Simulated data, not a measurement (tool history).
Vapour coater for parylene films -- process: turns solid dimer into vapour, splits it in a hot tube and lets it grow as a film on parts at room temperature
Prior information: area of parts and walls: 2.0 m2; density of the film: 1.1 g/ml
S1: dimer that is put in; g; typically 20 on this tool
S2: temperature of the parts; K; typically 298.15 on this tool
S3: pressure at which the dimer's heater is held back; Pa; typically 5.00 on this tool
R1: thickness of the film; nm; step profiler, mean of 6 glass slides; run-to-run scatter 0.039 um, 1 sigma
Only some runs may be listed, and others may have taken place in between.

{"run": 1, "hour": 0.0, "S1": 20, "S2": 298.15, "S3": 5.0, "R1": 3780}
{"hour": 6.1, "done": "trap's valve overhauled"}
{"run": 2, "hour": 28.6, "S1": 20, "S2": 298.15, "S3": 5.0, "R1": 4160}
{"run": 3, "hour": 51.2, "S1": 20, "S2": 298.15, "S3": 5.0, "R1": 4150}
{"run": 4, "hour": 76.3, "S1": 20, "S2": 298.15, "S3": 5.0, "R1": 4160}
{"run": 5, "hour": 92.7, "S1": 20, "S2": 303.15, "S3": 5.0, "R1": 3570}
{"run": 6, "hour": 117.1, "S1": 20, "S2": 303.15, "S3": 5.0, "R1": 3560}
{"run": 7, "hour": 140.1, "S1": 20, "S2": 306.15, "S3": 5.0, "R1": 3270}
{"run": 8, "hour": 163.7, "S1": 20, "S2": 306.15, "S3": 5.0, "R1": 3250}
{"run": 9, "hour": 176.7, "S1": 20, "S2": 306.15, "S3": 5.0, "R1": 3250}
{"run": 10, "hour": 189.4, "S1": 8, "S2": 298.15, "S3": 2.37, "R1": 1880}
{"run": 11, "hour": 215.1, "S1": 10, "S2": 298.15, "S3": 9.07, "R1": 1750}
{"run": 12, "hour": 232.5, "S1": 10, "S2": 293.15, "S3": 3.37, "R1": 2490}
{"run": 13, "hour": 257.1, "S1": 8, "S2": 303.15, "S3": 2.04, "R1": 1660}
{"run": 14, "hour": 283.0, "S1": 22, "S2": 307.15, "S3": 5.0, "R1": 3310}
{"run": 15, "hour": 300.0, "S1": 22, "S2": 305.15, "S3": 5.0, "R1": 3410}
{"run": 16, "hour": 311.2, "S1": 20, "S2": 309.15, "S3": 2.68, "R1": 3270}
{"run": 17, "hour": 336.8, "S1": 20, "S2": 309.15, "S3": 2.68, "R1": 3260}

Hidden state or all else? Some run-to-run changes of R1, split into what the settings, what came in and random variation would give without the hidden state, and what is left for the hidden state (with any gauge scatter that isn't in both results):
Hidden state present: vapour lost through the trap's worn valve, %; true temperature of the parts over the reading, C; drift of the gauge itself on film_um, %.
Run 1 -> 2: trap's valve overhauled. R1 +380 nm: hidden state +450, all else -70.
Run 13 -> 14: S1 8 -> 22, S2 303.15 -> 307.15, S3 2.04 -> 5.00. R1 +1650 nm: hidden state -160, all else +1810.
